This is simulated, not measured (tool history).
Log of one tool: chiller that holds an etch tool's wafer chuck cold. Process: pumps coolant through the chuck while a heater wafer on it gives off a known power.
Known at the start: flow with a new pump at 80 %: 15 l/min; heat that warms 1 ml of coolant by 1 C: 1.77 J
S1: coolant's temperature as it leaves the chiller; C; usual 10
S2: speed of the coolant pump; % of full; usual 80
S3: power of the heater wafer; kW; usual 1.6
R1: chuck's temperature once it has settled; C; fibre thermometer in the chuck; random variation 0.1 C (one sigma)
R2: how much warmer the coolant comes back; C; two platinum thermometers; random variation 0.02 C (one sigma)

Run 1, hour 0: usual settings. Result: R1 25.1 C, R2 3.59 C.
Run 2, hour 76.5: usual settings but S1 15 C. Result: R1 30 C, R2 3.6 C.
Run 3, hour 126.6: usual settings but S1 15 C. Result: R1 30 C, R2 3.62 C.
Run 4, hour 200.4: usual settings. Result: R1 25 C, R2 3.62 C.
Run 5, hour 292.4: usual settings but S2 61 % of full. Result: R1 29.2 C, R2 4.72 C.
Run 6, hour 341.7: usual settings but S2 61 % of full. Result: R1 29.3 C, R2 4.69 C.
Run 7, hour 401.8: usual settings but S1 3 C. Result: R1 18 C, R2 3.6 C.
Run 8, hour 478.8: usual settings but S1 3 C. Result: R1 18 C, R2 3.62 C.
Run 9, hour 572.8: usual settings but S1 3 C. Result: R1 18.1 C, R2 3.62 C.
Run 10, hour 649.9: usual settings but S2 92 % of full. Result: R1 23.3 C, R2 3.13 C.
Run 11, hour 694.6: usual settings but S1 0 C. Result: R1 14.9 C, R2 3.63 C.
Run 12, hour 748.4: usual settings but S1 0 C. Result: R1 15 C, R2 3.63 C.
Run 13, hour 828: usual settings but S1 0 C, S2 65 % of full. Result: R1 18.2 C, R2 4.41 C.
Run 14, hour 889.3: usual settings but S1 14 C, S2 66 % of full. Result: R1 31.8 C, R2 4.35 C.
Run 15, hour 938.8: usual settings but S1 14 C, S2 66 % of full. Result: R1 31.8 C, R2 4.36 C.
Run 16, hour 1022.8: usual settings but S1 9 C, S2 66 % of full. Result: R1 26.7 C, R2 4.35 C.
Run 17, hour 1115.7: usual settings but S1 11 C, S2 91 % of full, S3 1.146 kW. Result: R1 20.6 C, R2 2.26 C.
Run 18, hour 1185.5: usual settings but S1 11 C, S2 91 % of full, S3 1.146 kW. Result: R1 20.6 C, R2 2.28 C.
Run 19, hour 1225.9: usual settings but S1 11 C, S2 91 % of full, S3 1.146 kW. Result: R1 20.7 C, R2 2.3 C.
Run 20, hour 1306.5: usual settings but S2 61 % of full. Result: R1 29.2 C, R2 4.69 C.
Run 21, hour 1388.3: usual settings but S2 69 % of full. Result: R1 27.2 C, R2 4.21 C.
Run 22, hour 1453.1: usual settings but S2 69 % of full. Result: R1 27.3 C, R2 4.17 C.
Run 23, hour 1496.7: usual settings but S2 69 % of full. Result: R1 27.2 C, R2 4.17 C.
Run 24, hour 1541.8: usual settings but S2 69 % of full. Result: R1 27.2 C, R2 4.18 C.
Run 25, hour 1634.7: usual settings but S2 69 % of full. Result: R1 27.1 C, R2 4.18 C.
Run 26, hour 1698.1: usual settings but S2 89 % of full, S3 1.324 kW. Result: R1 21.3 C, R2 2.7 C.

4 ways to go on from here, each from the tool as it stands after run 26. What would each give?
Run A, hour 1771: usual settings but S2 67 % of full, S3 1.324 kW. Result: R1 ?, R2 ?.
Run B, hour 1771: usual settings but S1 6 C, S2 71 % of full, S3 1.908 kW. Result: R1 ?, R2 ?.
Run C, hour 1771: usual settings but S2 89 % of full, S3 1.558 kW. Result: R1 ?, R2 ?.
Run D, hour 1771: usual settings but S2 71 % of full, S3 1.324 kW. Result: R1 ?, R2 ?.

run    R1    R2
  A  24.7  3.56
  B  25.8  4.85
  C  23.3  3.18
  D  23.7  3.36
Without the tool's hidden state the same runs would have given:
run    R1    R2
  A  24.6  3.56
  B  25.7  4.84
  C  23.2  3.18
  D  23.6  3.36
